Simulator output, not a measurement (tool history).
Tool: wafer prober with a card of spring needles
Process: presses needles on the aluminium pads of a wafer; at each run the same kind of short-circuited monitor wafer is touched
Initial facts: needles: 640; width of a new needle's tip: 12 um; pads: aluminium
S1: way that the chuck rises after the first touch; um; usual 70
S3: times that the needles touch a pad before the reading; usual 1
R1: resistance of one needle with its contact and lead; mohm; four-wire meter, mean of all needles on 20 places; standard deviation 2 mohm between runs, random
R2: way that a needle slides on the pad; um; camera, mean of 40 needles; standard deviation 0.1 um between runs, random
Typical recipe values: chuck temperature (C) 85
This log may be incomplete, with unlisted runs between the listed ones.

{"run": 1, "hour": 0.0, "S1": 70, "chuck temperature (C)": 85, "S3": 1, "R1": 223, "R2": 19.35}
{"hour": 4.1, "done": "tips cleaned on abrasive film"}
{"hour": 9.6, "done": "tips cleaned on abrasive film"}
{"hour": 15.1, "done": "tips cleaned on abrasive film"}
{"hour": 21.9, "done": "tips cleaned on abrasive film"}
{"run": 2, "hour": 23.6, "S1": 70, "chuck temperature (C)": 41, "S3": 1, "R1": 213, "R2": 19.51}
{"hour": 27.7, "done": "tips cleaned on abrasive film"}
{"hour": 33.2, "done": "tips cleaned on abrasive film"}
{"hour": 40.0, "done": "tips cleaned on abrasive film"}
{"hour": 46.9, "done": "tips cleaned on abrasive film"}
{"run": 3, "hour": 50.6, "S1": 70, "chuck temperature (C)": 85, "S3": 1, "R1": 231, "R2": 19.39}
{"hour": 53.4, "done": "tips cleaned on abrasive film"}
{"hour": 60.2, "done": "tips cleaned on abrasive film"}
{"hour": 65.7, "done": "tips cleaned on abrasive film"}
{"hour": 72.5, "done": "tips cleaned on abrasive film"}
{"run": 4, "hour": 76.0, "S1": 70, "chuck temperature (C)": 85, "S3": 1, "R1": 232, "R2": 19.24}
{"hour": 78.8, "done": "tips cleaned on abrasive film"}
{"hour": 84.3, "done": "tips cleaned on abrasive film"}
{"hour": 91.1, "done": "tips cleaned on abrasive film"}
{"hour": 97.9, "done": "tips cleaned on abrasive film"}
{"hour": 104.8, "done": "tips cleaned on abrasive film"}
{"hour": 110.2, "done": "tips cleaned on abrasive film"}
{"run": 5, "hour": 110.7, "S1": 70, "chuck temperature (C)": 85, "S3": 1, "R1": 220, "R2": 19.21}
{"hour": 116.2, "done": "tips cleaned on abrasive film"}
{"hour": 121.6, "done": "tips cleaned on abrasive film"}
{"hour": 128.5, "done": "tips cleaned on abrasive film"}
{"hour": 135.3, "done": "tips cleaned on abrasive film"}
{"hour": 140.8, "done": "tips cleaned on abrasive film"}
{"run": 6, "hour": 145.3, "S1": 70, "chuck temperature (C)": 85, "S3": 1, "R1": 240, "R2": 18.89}
{"hour": 146.8, "done": "tips cleaned on abrasive film"}
{"hour": 153.6, "done": "tips cleaned on abrasive film"}
{"hour": 159.1, "done": "tips cleaned on abrasive film"}
{"hour": 164.6, "done": "tips cleaned on abrasive film"}
{"run": 7, "hour": 166.1, "S1": 70, "chuck temperature (C)": 85, "S3": 1, "R1": 225, "R2": 18.98}
{"hour": 170.3, "done": "tips cleaned on abrasive film"}
{"hour": 175.7, "done": "tips cleaned on abrasive film"}
{"hour": 181.2, "done": "tips cleaned on abrasive film"}
{"hour": 186.7, "done": "tips cleaned on abrasive film"}
{"hour": 193.3, "done": "tips cleaned on abrasive film"}
{"run": 8, "hour": 193.3, "S1": 70, "chuck temperature (C)": 85, "S3": 1, "R1": 215, "R2": 18.83}
{"hour": 198.8, "done": "tips cleaned on abrasive film"}
{"hour": 204.2, "done": "tips cleaned on abrasive film"}
{"hour": 211.1, "done": "tips cleaned on abrasive film"}
{"hour": 216.6, "done": "tips cleaned on abrasive film"}
{"run": 9, "hour": 220.4, "S1": 70, "chuck temperature (C)": 71, "S3": 1, "R1": 235, "R2": 18.82}
{"hour": 223.2, "done": "tips cleaned on abrasive film"}
{"hour": 230.0, "done": "tips cleaned on abrasive film"}
{"hour": 236.8, "done": "tips cleaned on abrasive film"}
{"hour": 242.3, "done": "tips cleaned on abrasive film"}
{"hour": 247.8, "done": "tips cleaned on abrasive film"}
{"hour": 253.3, "done": "tips cleaned on abrasive film"}
{"hour": 260.1, "done": "tips cleaned on abrasive film"}
{"run": 10, "hour": 260.2, "S1": 84, "chuck temperature (C)": 77, "S3": 1, "R1": 215, "R2": 22.49}
{"hour": 265.7, "done": "tips cleaned on abrasive film"}
{"hour": 271.1, "done": "tips cleaned on abrasive film"}
{"hour": 278.0, "done": "tips cleaned on abrasive film"}
{"hour": 283.5, "done": "tips cleaned on abrasive film"}
{"hour": 290.3, "done": "tips cleaned on abrasive film"}
{"hour": 295.8, "done": "tips cleaned on abrasive film"}
{"run": 11, "hour": 298.1, "S1": 62, "chuck temperature (C)": 67, "S3": 2, "R1": 229, "R2": 16.27}
{"hour": 302.2, "done": "tips cleaned on abrasive film"}
{"hour": 307.7, "done": "tips cleaned on abrasive film"}
{"hour": 314.5, "done": "tips cleaned on abrasive film"}
{"hour": 320.0, "done": "tips cleaned on abrasive film"}
{"run": 12, "hour": 322.9, "S1": 67, "chuck temperature (C)": 30, "S3": 1, "R1": 228, "R2": 17.66}
{"hour": 325.7, "done": "tips cleaned on abrasive film"}
{"hour": 331.2, "done": "tips cleaned on abrasive film"}
{"hour": 336.7, "done": "tips cleaned on abrasive film"}
{"hour": 342.2, "done": "tips cleaned on abrasive film"}
{"hour": 349.0, "done": "tips cleaned on abrasive film"}
{"hour": 354.5, "done": "tips cleaned on abrasive film"}
{"run": 13, "hour": 356.7, "S1": 67, "chuck temperature (C)": 30, "S3": 2, "R1": 214, "R2": 17.2}

Alternative continuations, all from the tool just after run 13; predict every row:
{"hour": 360.8, "done": "tips cleaned on abrasive film"}
{"hour": 367.7, "done": "tips cleaned on abrasive film"}
{"hour": 374.5, "done": "tips cleaned on abrasive film"}
{"hour": 381.3, "done": "tips cleaned on abrasive film"}
{"hour": 388.1, "done": "tips cleaned on abrasive film"}
{"hour": 393.6, "done": "tips cleaned on abrasive film"}
{"run": "A", "hour": 396.9, "S1": 76, "chuck temperature (C)": 25, "S3": 1, "R1": "?", "R2": "?"}
{"hour": 360.8, "done": "tips cleaned on abrasive film"}
{"hour": 367.7, "done": "tips cleaned on abrasive film"}
{"hour": 374.5, "done": "tips cleaned on abrasive film"}
{"hour": 381.3, "done": "tips cleaned on abrasive film"}
{"hour": 388.1, "done": "tips cleaned on abrasive film"}
{"hour": 393.6, "done": "tips cleaned on abrasive film"}
{"run": "B", "hour": 396.9, "S1": 67, "chuck temperature (C)": 28, "S3": 2, "R1": "?", "R2": "?"}
{"hour": 360.8, "done": "tips cleaned on abrasive film"}
{"hour": 367.7, "done": "tips cleaned on abrasive film"}
{"hour": 374.5, "done": "tips cleaned on abrasive film"}
{"hour": 381.3, "done": "tips cleaned on abrasive film"}
{"hour": 388.1, "done": "tips cleaned on abrasive film"}
{"hour": 393.6, "done": "tips cleaned on abrasive film"}
{"run": "C", "hour": 396.9, "S1": 82, "chuck temperature (C)": 60, "S3": 2, "R1": "?", "R2": "?"}
{"hour": 360.8, "done": "tips cleaned on abrasive film"}
{"hour": 367.7, "done": "tips cleaned on abrasive film"}
{"hour": 374.5, "done": "tips cleaned on abrasive film"}
{"hour": 381.3, "done": "tips cleaned on abrasive film"}
{"hour": 388.1, "done": "tips cleaned on abrasive film"}
{"hour": 393.6, "done": "tips cleaned on abrasive film"}
{"run": "D", "hour": 396.9, "S1": 51, "chuck temperature (C)": 119, "S3": 1, "R1": "?", "R2": "?"}

run=A R1=221 R2=19.73
run=B R1=221 R2=17.45
run=C R1=216 R2=21.29
run=D R1=261 R2=12.88
The same runs, with their run-to-run variation unchanged, on a tool lacking any hidden condition would have given:
run=A R1=200 R2=21.12
run=B R1=204 R2=18.84
run=C R1=206 R2=22.67
run=D R1=220 R2=14.27
